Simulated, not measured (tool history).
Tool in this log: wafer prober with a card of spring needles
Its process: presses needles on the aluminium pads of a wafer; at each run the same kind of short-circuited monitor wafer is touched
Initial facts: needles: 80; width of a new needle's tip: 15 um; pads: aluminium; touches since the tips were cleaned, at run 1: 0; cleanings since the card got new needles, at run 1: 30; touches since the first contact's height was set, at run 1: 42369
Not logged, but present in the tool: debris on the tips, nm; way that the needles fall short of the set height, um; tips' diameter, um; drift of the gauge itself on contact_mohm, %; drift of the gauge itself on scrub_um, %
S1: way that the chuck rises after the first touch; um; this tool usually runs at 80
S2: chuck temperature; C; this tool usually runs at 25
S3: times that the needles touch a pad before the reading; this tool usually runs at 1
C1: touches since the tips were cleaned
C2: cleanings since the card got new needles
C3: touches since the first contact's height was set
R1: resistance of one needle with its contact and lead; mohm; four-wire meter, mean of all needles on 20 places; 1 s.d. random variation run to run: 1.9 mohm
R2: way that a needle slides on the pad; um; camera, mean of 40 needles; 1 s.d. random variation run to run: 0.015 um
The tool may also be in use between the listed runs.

run   hour   S1   S2  S3    C1  C2     C3   R1     R2
  1      0   80   25   1     0  30  42369  201  19.67
      34.4  -- tips cleaned on abrasive film
      66.3  -- tips cleaned on abrasive film
  2   66.3   80   25   1     0  32  58133  204  19.63
     100.8  -- tips cleaned on abrasive film
     137.2  -- tips cleaned on abrasive film
     137.5  -- height of the first contact set anew
  3    147   80   25   1  2278  34   2278  214  19.83
     174.4  -- tips cleaned on abrasive film
     210.8  -- tips cleaned on abrasive film
  4  219.3   80   25   1  2030  36  19482  209  19.81
     245.8  -- tips cleaned on abrasive film
       278  -- tips cleaned on abrasive film
  5  306.2   80   25   1  6736  38  40175  225  19.74
     313.5  -- tips cleaned on abrasive film
     346.1  -- tips cleaned on abrasive film
  6  369.1   80   25   1  5489  40  55149  226  19.67
     384.8  -- tips cleaned on abrasive film
  7  409.5   61   25   1  5882  41  64749  243  14.92
     417.4  -- tips cleaned on abrasive film
     449.1  -- tips cleaned on abrasive film
     449.4  -- height of the first contact set anew
  8  466.8   61   25   1  4152  43   4152  235  15.11
     480.9  -- tips cleaned on abrasive film
     513.5  -- tips cleaned on abrasive film
     549.2  -- tips cleaned on abrasive film
  9  554.2   68  104   3  1205  46  24941  224  16.78
     582.7  -- tips cleaned on abrasive film
 10  595.2   73   53   1  2984  47  34690  227  17.98
     614.2  -- tips cleaned on abrasive film
     650.8  -- tips cleaned on abrasive film
 11  674.6  100   74   2  5681  49  53600  216  24.62
     682.5  -- tips cleaned on abrasive film
     714.7  -- tips cleaned on abrasive film
 12  725.8  100   74   2  2655  51  65770  216  24.56

Forecast each of these 3 alternatives for the next run:
     751.7  -- tips cleaned on abrasive film
     765.1  -- height of the first contact set anew
     785.8  -- tips cleaned on abrasive film
  A  795.8  64  32   2  2390  53  7293   ?   ?
     751.7  -- tips cleaned on abrasive film
     765.1  -- height of the first contact set anew
     785.8  -- tips cleaned on abrasive film
  B  795.8  80  68   1  2390  53  7293   ?   ?
     751.7  -- tips cleaned on abrasive film
     765.1  -- height of the first contact set anew
     785.8  -- tips cleaned on abrasive film
  C  795.8  67  25   3  2390  53  7293   ?   ?

run   R1     R2
  A  214  15.85
  B  222  19.81
  C  205  16.59
With no hidden state in the tool, these same runs would have given:
run   R1     R2
  A  200  15.87
  B  207  19.83
  C  197  16.61

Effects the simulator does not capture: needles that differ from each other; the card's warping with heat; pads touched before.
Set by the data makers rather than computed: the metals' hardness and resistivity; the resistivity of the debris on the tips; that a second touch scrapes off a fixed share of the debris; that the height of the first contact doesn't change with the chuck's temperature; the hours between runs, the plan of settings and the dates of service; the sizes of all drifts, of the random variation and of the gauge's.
